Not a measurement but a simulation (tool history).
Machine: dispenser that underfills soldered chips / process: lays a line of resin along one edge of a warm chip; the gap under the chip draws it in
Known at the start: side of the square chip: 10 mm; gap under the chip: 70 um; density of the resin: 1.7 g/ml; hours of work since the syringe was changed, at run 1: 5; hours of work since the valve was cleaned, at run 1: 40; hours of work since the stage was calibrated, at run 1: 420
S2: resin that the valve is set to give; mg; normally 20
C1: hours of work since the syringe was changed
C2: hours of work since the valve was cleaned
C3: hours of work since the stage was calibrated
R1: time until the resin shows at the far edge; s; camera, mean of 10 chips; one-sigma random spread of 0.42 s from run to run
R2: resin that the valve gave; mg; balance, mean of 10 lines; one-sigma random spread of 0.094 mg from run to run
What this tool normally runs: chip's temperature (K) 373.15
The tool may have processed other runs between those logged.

{"run": 1, "day": 0.0, "chip's temperature (K)": 373.15, "S2": 20, "C1": 5, "C2": 40, "C3": 420, "R1": 41.3, "R2": 19.47}
{"day": 0.146, "done": "new syringe of resin"}
{"run": 2, "day": 0.479, "chip's temperature (K)": 373.15, "S2": 20, "C1": 6, "C2": 49, "C3": 428, "R1": 45.8, "R2": 19.27}
{"day": 0.592, "done": "new syringe of resin"}
{"run": 3, "day": 0.788, "chip's temperature (K)": 368.15, "S2": 20, "C1": 3, "C2": 54, "C3": 433, "R1": 47.3, "R2": 19.2}
{"day": 1.021, "done": "new syringe of resin"}
{"run": 4, "day": 1.375, "chip's temperature (K)": 368.15, "S2": 20, "C1": 6, "C2": 64, "C3": 443, "R1": 54.3, "R2": 18.91}
{"day": 1.433, "done": "new syringe of resin"}
{"run": 5, "day": 1.712, "chip's temperature (K)": 368.15, "S2": 20, "C1": 5, "C2": 70, "C3": 449, "R1": 50.9, "R2": 18.77}
{"day": 1.862, "done": "new syringe of resin"}
{"run": 6, "day": 2.054, "chip's temperature (K)": 362.15, "S2": 20, "C1": 3, "C2": 76, "C3": 455, "R1": 59.6, "R2": 18.66}
{"day": 2.3, "done": "new syringe of resin"}
{"run": 7, "day": 2.529, "chip's temperature (K)": 362.15, "S2": 20, "C1": 4, "C2": 84, "C3": 463, "R1": 63.6, "R2": 18.71}
{"day": 2.733, "done": "new syringe of resin"}
{"day": 3.017, "done": "dispensing valve cleaned and set on the balance"}
{"run": 8, "day": 3.033, "chip's temperature (K)": 376.15, "S2": 20, "C1": 5, "C2": 0, "C3": 472, "R1": 37.8, "R2": 19.99}
{"day": 3.225, "done": "new syringe of resin"}
{"run": 9, "day": 3.546, "chip's temperature (K)": 376.15, "S2": 20, "C1": 6, "C2": 9, "C3": 480, "R1": 39.8, "R2": 19.88}
{"day": 3.646, "done": "new syringe of resin"}
{"run": 10, "day": 3.825, "chip's temperature (K)": 376.15, "S2": 21.7, "C1": 3, "C2": 14, "C3": 485, "R1": 34.7, "R2": 21.5}
{"day": 4.088, "done": "new syringe of resin"}
{"run": 11, "day": 4.275, "chip's temperature (K)": 373.15, "S2": 20, "C1": 3, "C2": 22, "C3": 493, "R1": 40.8, "R2": 19.47}
{"day": 4.546, "done": "new syringe of resin"}
{"run": 12, "day": 4.662, "chip's temperature (K)": 373.15, "S2": 20, "C1": 2, "C2": 29, "C3": 500, "R1": 36.3, "R2": 19.61}
{"day": 4.962, "done": "new syringe of resin"}
{"run": 13, "day": 4.962, "chip's temperature (K)": 373.15, "S2": 20, "C1": 0, "C2": 34, "C3": 505, "R1": 32.1, "R2": 19.44}
{"run": 14, "day": 5.288, "chip's temperature (K)": 367.15, "S2": 22.9, "C1": 6, "C2": 39, "C3": 511, "R1": 55.3, "R2": 22.1}
{"day": 5.379, "done": "new syringe of resin"}
{"run": 15, "day": 5.775, "chip's temperature (K)": 367.15, "S2": 22.9, "C1": 7, "C2": 48, "C3": 519, "R1": 59.9, "R2": 21.94}
{"day": 5.838, "done": "new syringe of resin"}
{"run": 16, "day": 6.062, "chip's temperature (K)": 383.15, "S2": 20, "C1": 4, "C2": 53, "C3": 524, "R1": 27.9, "R2": 19.13}
{"day": 6.271, "done": "new syringe of resin"}
{"run": 17, "day": 6.583, "chip's temperature (K)": 386.15, "S2": 20.3, "C1": 6, "C2": 62, "C3": 533, "R1": 27.4, "R2": 19.24}
{"day": 6.704, "done": "new syringe of resin"}
{"run": 18, "day": 6.954, "chip's temperature (K)": 383.15, "S2": 20.2, "C1": 4, "C2": 68, "C3": 540, "R1": 29.7, "R2": 19.04}
{"day": 7.129, "done": "new syringe of resin"}
{"run": 19, "day": 7.2, "chip's temperature (K)": 383.15, "S2": 20.2, "C1": 1, "C2": 73, "C3": 544, "R1": 24.3, "R2": 18.81}
{"day": 7.567, "done": "new syringe of resin"}
{"run": 20, "day": 7.733, "chip's temperature (K)": 365.15, "S2": 21, "C1": 3, "C2": 82, "C3": 553, "R1": 53.2, "R2": 19.64}
{"day": 7.988, "done": "new syringe of resin"}
{"run": 21, "day": 8.112, "chip's temperature (K)": 371.15, "S2": 17.4, "C1": 2, "C2": 88, "C3": 560, "R1": 40.7, "R2": 16.36}
{"day": 8.375, "done": "dispensing valve cleaned and set on the balance"}
{"day": 8.467, "done": "new syringe of resin"}
{"run": 22, "day": 8.492, "chip's temperature (K)": 371.15, "S2": 17.4, "C1": 0, "C2": 2, "C3": 565, "R1": 38.6, "R2": 17.37}
{"day": 8.879, "done": "new syringe of resin"}
{"run": 23, "day": 8.892, "chip's temperature (K)": 365.15, "S2": 19.3, "C1": 0, "C2": 9, "C3": 572, "R1": 47.7, "R2": 19.2}
{"day": 9.308, "done": "new syringe of resin"}
{"run": 24, "day": 9.346, "chip's temperature (K)": 365.15, "S2": 19.3, "C1": 1, "C2": 17, "C3": 580, "R1": 47.2, "R2": 19.01}
{"run": 25, "day": 9.679, "chip's temperature (K)": 365.15, "S2": 19.3, "C1": 7, "C2": 23, "C3": 586, "R1": 65.3, "R2": 19.04}

Predict each of these 4 candidate next runs independently; none follows another, all start after run 25:
{"day": 9.762, "done": "new syringe of resin"}
{"run": "A", "day": 10.058, "chip's temperature (K)": 364.15, "S2": 25.5, "C1": 5, "C2": 29, "C3": 593, "R1": "?", "R2": "?"}
{"day": 9.762, "done": "new syringe of resin"}
{"run": "B", "day": 10.058, "chip's temperature (K)": 387.15, "S2": 20, "C1": 5, "C2": 29, "C3": 593, "R1": "?", "R2": "?"}
{"day": 9.762, "done": "new syringe of resin"}
{"run": "C", "day": 10.058, "chip's temperature (K)": 373.15, "S2": 24.7, "C1": 5, "C2": 29, "C3": 593, "R1": "?", "R2": "?"}
{"day": 9.762, "done": "new syringe of resin"}
{"run": "D", "day": 10.058, "chip's temperature (K)": 373.15, "S2": 25.4, "C1": 5, "C2": 29, "C3": 593, "R1": "?", "R2": "?"}

run=A R1=62.3 R2=24.76
run=B R1=26.5 R2=19.58
run=C R1=44.1 R2=24.08
run=D R1=43.4 R2=24.75
With the hidden condition removed and each run's random variation left untouched, the same runs would have given:
run=A R1=41.3 R2=25.37
run=B R1=17.9 R2=20.07
run=C R1=29.4 R2=24.68
run=D R1=28.9 R2=25.36
